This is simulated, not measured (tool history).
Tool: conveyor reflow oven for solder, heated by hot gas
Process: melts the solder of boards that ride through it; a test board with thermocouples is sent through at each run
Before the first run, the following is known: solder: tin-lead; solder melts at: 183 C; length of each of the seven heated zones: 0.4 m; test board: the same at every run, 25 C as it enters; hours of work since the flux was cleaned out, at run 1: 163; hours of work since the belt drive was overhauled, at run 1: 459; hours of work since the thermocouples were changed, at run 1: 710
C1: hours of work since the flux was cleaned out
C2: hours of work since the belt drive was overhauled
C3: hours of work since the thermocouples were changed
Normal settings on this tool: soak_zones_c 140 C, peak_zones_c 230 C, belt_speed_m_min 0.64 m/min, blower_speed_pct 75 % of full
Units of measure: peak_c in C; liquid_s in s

run 1 hour=0 | soak_zones_c=140 peak_zones_c=230 belt_speed_m_min=0.64 blower_speed_pct=75 | C1=163 C2=459 C3=710 | peak_c=213.8 liquid_s=55.2
run 2 hour=23.5 | soak_zones_c=140 peak_zones_c=230 belt_speed_m_min=0.64 blower_speed_pct=75 | C1=173 C2=469 C3=720 | peak_c=214.3 liquid_s=54.9
-- hour=64.9 flux residue cleaned out of gas plates and filters
run 3 hour=64.9 | soak_zones_c=140 peak_zones_c=230 belt_speed_m_min=0.64 blower_speed_pct=75 | C1=0 C2=485 C3=737 | peak_c=214.9 liquid_s=56.7
run 4 hour=117.6 | soak_zones_c=140 peak_zones_c=227 belt_speed_m_min=0.64 blower_speed_pct=75 | C1=24 C2=509 C3=760 | peak_c=212.3 liquid_s=54.6
run 5 hour=144.4 | soak_zones_c=140 peak_zones_c=230 belt_speed_m_min=0.684 blower_speed_pct=75 | C1=36 C2=521 C3=772 | peak_c=213.2 liquid_s=50.6
run 6 hour=196.8 | soak_zones_c=140 peak_zones_c=230 belt_speed_m_min=0.684 blower_speed_pct=75 | C1=59 C2=545 C3=796 | peak_c=213.1 liquid_s=50.3
run 7 hour=230.4 | soak_zones_c=139 peak_zones_c=230 belt_speed_m_min=0.684 blower_speed_pct=75 | C1=74 C2=560 C3=811 | peak_c=212.7 liquid_s=49.8
run 8 hour=275 | soak_zones_c=149 peak_zones_c=230 belt_speed_m_min=0.64 blower_speed_pct=75 | C1=94 C2=580 C3=831 | peak_c=215.7 liquid_s=60.2
run 9 hour=317.9 | soak_zones_c=149 peak_zones_c=230 belt_speed_m_min=0.64 blower_speed_pct=75 | C1=113 C2=599 C3=850 | peak_c=215.8 liquid_s=60.4
run 10 hour=342.8 | soak_zones_c=149 peak_zones_c=230 belt_speed_m_min=0.64 blower_speed_pct=75 | C1=125 C2=610 C3=861 | peak_c=215.9 liquid_s=59.9
run 11 hour=398.9 | soak_zones_c=149 peak_zones_c=230 belt_speed_m_min=0.64 blower_speed_pct=75 | C1=150 C2=635 C3=886 | peak_c=215.1 liquid_s=59.7
-- hour=408.9 thermocouples of zones 6 and 7 changed
run 12 hour=451.8 | soak_zones_c=149 peak_zones_c=230 belt_speed_m_min=0.746 blower_speed_pct=75 | C1=173 C2=658 C3=19 | peak_c=212.7 liquid_s=48.2
-- hour=495.7 flux residue cleaned out of gas plates and filters
run 13 hour=501.3 | soak_zones_c=140 peak_zones_c=229 belt_speed_m_min=0.64 blower_speed_pct=90 | C1=2 C2=678 C3=39 | peak_c=217.6 liquid_s=59.7
run 14 hour=528.7 | soak_zones_c=126 peak_zones_c=237 belt_speed_m_min=0.633 blower_speed_pct=71 | C1=15 C2=690 C3=52 | peak_c=221 liquid_s=56.4
run 15 hour=562.7 | soak_zones_c=126 peak_zones_c=237 belt_speed_m_min=0.633 blower_speed_pct=71 | C1=30 C2=706 C3=67 | peak_c=220 liquid_s=56.1
run 16 hour=619.2 | soak_zones_c=126 peak_zones_c=230 belt_speed_m_min=0.633 blower_speed_pct=57 | C1=55 C2=731 C3=92 | peak_c=211.1 liquid_s=47.5
run 17 hour=661.7 | soak_zones_c=126 peak_zones_c=230 belt_speed_m_min=0.633 blower_speed_pct=57 | C1=74 C2=750 C3=111 | peak_c=211 liquid_s=47.3
run 18 hour=693.5 | soak_zones_c=140 peak_zones_c=230 belt_speed_m_min=0.662 blower_speed_pct=52 | C1=89 C2=764 C3=125 | peak_c=210.2 liquid_s=49.3
run 19 hour=726.6 | soak_zones_c=136 peak_zones_c=244 belt_speed_m_min=0.745 blower_speed_pct=52 | C1=104 C2=779 C3=140 | peak_c=216.3 liquid_s=45.7
run 20 hour=763.2 | soak_zones_c=136 peak_zones_c=244 belt_speed_m_min=0.745 blower_speed_pct=52 | C1=120 C2=795 C3=157 | peak_c=215.7 liquid_s=45.9
run 21 hour=809.2 | soak_zones_c=136 peak_zones_c=244 belt_speed_m_min=0.745 blower_speed_pct=52 | C1=141 C2=816 C3=177 | peak_c=215.4 liquid_s=45.6
run 22 hour=850.4 | soak_zones_c=131 peak_zones_c=230 belt_speed_m_min=0.54 blower_speed_pct=75 | C1=159 C2=835 C3=196 | peak_c=219.2 liquid_s=68.1
run 23 hour=884.5 | soak_zones_c=140 peak_zones_c=230 belt_speed_m_min=0.64 blower_speed_pct=56 | C1=174 C2=850 C3=211 | peak_c=211.4 liquid_s=52.3
-- hour=923.7 flux residue cleaned out of gas plates and filters
run 24 hour=924.1 | soak_zones_c=125 peak_zones_c=230 belt_speed_m_min=0.64 blower_speed_pct=62 | C1=0 C2=865 C3=227 | peak_c=212.2 liquid_s=48.4

Describe how what the log doesn't record of the tool's condition differs between the last listed run preceding each entry between runs and the first listed run following it.
After run 2, before run 3: flux residue cleaned out of gas plates and filters (hour 64.9)
  heat that the gas passes to the board, % of a clean oven's: 93.2 -> 99.4; belt's true speed, % of the reading: 99.23 -> 99.2; true gas temperature in zones 6 and 7 over the reading, C: -1.67 -> -1.71
  measured minus no-state result, peak_c: -2.8 -> -1.4 C; liquid_s: -2.1 -> -0.5 s
After run 11, before run 12: thermocouples of zones 6 and 7 changed (hour 408.9)
  heat that the gas passes to the board, % of a clean oven's: 93.6 -> 92.7; belt's true speed, % of the reading: 98.9 -> 98.85; true gas temperature in zones 6 and 7 over the reading, C: -2.06 -> 0.12
  measured minus no-state result, peak_c: -2.9 -> -1.5 C; liquid_s: -1.6 -> -0.8 s
After run 12, before run 13: flux residue cleaned out of gas plates and filters (hour 495.7)
  heat that the gas passes to the board, % of a clean oven's: 92.7 -> 98.7; belt's true speed, % of the reading: 98.85 -> 98.8; true gas temperature in zones 6 and 7 over the reading, C: 0.12 -> 0.07
  measured minus no-state result, peak_c: -1.5 -> +0.1 C; liquid_s: -0.8 -> +0.7 s
After run 23, before run 24: flux residue cleaned out of gas plates and filters (hour 923.7)
  heat that the gas passes to the board, % of a clean oven's: 92.4 -> 99.8; belt's true speed, % of the reading: 98.43 -> 98.4; true gas temperature in zones 6 and 7 over the reading, C: -0.33 -> -0.37
  measured minus no-state result, peak_c: -1.5 -> +0.2 C; liquid_s: -0.8 -> +1.1 s
